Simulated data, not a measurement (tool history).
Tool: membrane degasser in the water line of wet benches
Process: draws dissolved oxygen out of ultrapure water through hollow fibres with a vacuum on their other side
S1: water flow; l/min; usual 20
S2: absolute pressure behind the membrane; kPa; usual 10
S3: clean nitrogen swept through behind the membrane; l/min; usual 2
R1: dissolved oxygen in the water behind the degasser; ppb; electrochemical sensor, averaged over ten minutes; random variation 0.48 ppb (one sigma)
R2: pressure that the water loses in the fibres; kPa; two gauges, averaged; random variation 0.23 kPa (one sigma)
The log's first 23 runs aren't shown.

run    hour  S1    S2    S3     R1     R2
 24   911.8  17   7.3   1.2  133.6  51.39
 25   963.3  15  20.3  1.05  531.5  45.24
 26    1003  13  11.2  4.13   62.3   39.3
 27  1034.8  21  11.2     2  196.9  63.11
 28  1080.6  20  17.3     5  139.1  59.95
 29  1106.4  15  23.5  1.51    452  44.95
 30  1139.7  15  15.4   1.2  344.6  44.78
 31  1186.9  14   6.2  4.78   21.8  42.07
     1195.8  -- vacuum gauge calibrated
 32  1224.7  17  24.5  1.15  672.8  51.27

4 ways to go on from here, each from the tool as it stands after run 32. What would each give?
  A  1278.4  22   7  1.31   ?   ?
  B  1278.4  30  10     2   ?   ?
  C  1278.4  30  10  1.13   ?   ?
  D  1278.4  28  10     2   ?   ?

run     R1     R2
  A  147.8  65.33
  B  259.1  89.74
  C  401.4  89.97
  D  235.9  83.48
Without the tool's hidden state the same runs would have given:
run     R1     R2
  A  147.8  65.31
  B    259  89.72
  C  401.3  89.95
  D  235.8  83.46
